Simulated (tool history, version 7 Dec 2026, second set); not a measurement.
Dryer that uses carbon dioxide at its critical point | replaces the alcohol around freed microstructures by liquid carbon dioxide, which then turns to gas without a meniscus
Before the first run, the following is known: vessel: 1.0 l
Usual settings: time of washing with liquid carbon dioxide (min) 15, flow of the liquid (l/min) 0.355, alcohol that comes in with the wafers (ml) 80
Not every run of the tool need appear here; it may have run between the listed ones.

run    hour  time of washing with liquid carbon dioxide (min)  flow of the liquid (l/min)  alcohol that comes in with the wafers (ml)  alcohol left in the vessel before it's heated (ppm by volume)
  1     0.0                                                15                       0.355                                          80                                                            953
  2    44.5                                                15                       0.355                                          41                                                            584
  3    66.7                                                15                       0.355                                          80                                                            993
  4   115.4                                                15                       0.288                                          80                                                           2298
  5   156.4                                                24                       0.288                                          80                                                            406
  6   195.5                                                24                       0.542                                          80                                                            144
  7   221.7                                                24                       0.542                                          80                                                            155
      245.8  -- inlet filter changed
  8   272.1                                                15                       0.355                                          80                                                            783
  9   313.9                                                13                       0.355                                          80                                                           1357
 10   338.4                                                13                       0.370                                          80                                                           1167
 11   365.4                                                11                       0.355                                          80                                                           2543
 12   403.4                                                21                       0.355                                          80                                                            284
 13   425.7                                                21                       0.355                                          80                                                            269
 14   461.6                                                21                       0.355                                          80                                                            273
 15   509.3                                                21                       0.355                                          80                                                            273
      566.0  -- purifier's bed changed
 16   566.0                                                21                       0.355                                         119                                                            185
 17   612.4                                                21                       0.355                                         119                                                            190
 18   648.0                                                21                       0.355                                         119                                                            200
 19   696.5                                                21                       0.355                                         119                                                            201
 20   748.8                                                17                       0.355                                          98                                                            584
 21   781.2                                                17                       0.355                                          98                                                            594
 22   832.8                                                14                       0.256                                          21                                                           1101
 23   880.6                                                14                       0.256                                          21                                                           1126
 24   932.0                                                14                       0.256                                          21                                                           1157
      966.4  -- inlet filter changed
 25   973.6                                                16                       0.421                                         108                                                            250
 26  1020.1                                                16                       0.421                                         108                                                            257
 27  1053.8                                                12                       0.545                                          31                                                            112
 28  1075.6                                                12                       0.545                                          31                                                            100
 29  1123.9                                                12                       0.545                                          31                                                            130
 30  1157.1                                                20                       0.288                                          45                                                            332
 31  1196.7                                                20                       0.288                                          45                                                            331
 32  1226.7                                                20                       0.288                                          45                                                            349
 33  1255.6                                                15                       0.388                                          34                                                            251
 34  1309.0                                                19                       0.388                                          34                                                            111
 35  1356.6                                                19                       0.388                                          34                                                            113

Same runs, no hidden state in the tool, same run-to-run variation:
The hidden state here: flow that reaches the vessel past the clogged filter, %; alcohol in the recycled carbon dioxide, ppm; drift of the gauge itself on alcohol_ppm, %.
run  alcohol left in the vessel before it's heated (ppm by volume)
  1                                                            605
  2                                                            323
  3                                                            611
  4                                                           1602
  5                                                            160
  6                                                              0
  7                                                              5
  8                                                            611
  9                                                           1147
 10                                                            951
 11                                                           2232
 12                                                            106
 13                                                             92
 14                                                             90
 15                                                             83
 16                                                            139
 17                                                            133
 18                                                            136
 19                                                            127
 20                                                            396
 21                                                            392
 22                                                            844
 23                                                            844
 24                                                            849
 25                                                            217
 26                                                            214
 27                                                             70
 28                                                             56
 29                                                             79
 30                                                            254
 31                                                            245
 32                                                            253
 33                                                            165
 34                                                             42
 35                                                             40

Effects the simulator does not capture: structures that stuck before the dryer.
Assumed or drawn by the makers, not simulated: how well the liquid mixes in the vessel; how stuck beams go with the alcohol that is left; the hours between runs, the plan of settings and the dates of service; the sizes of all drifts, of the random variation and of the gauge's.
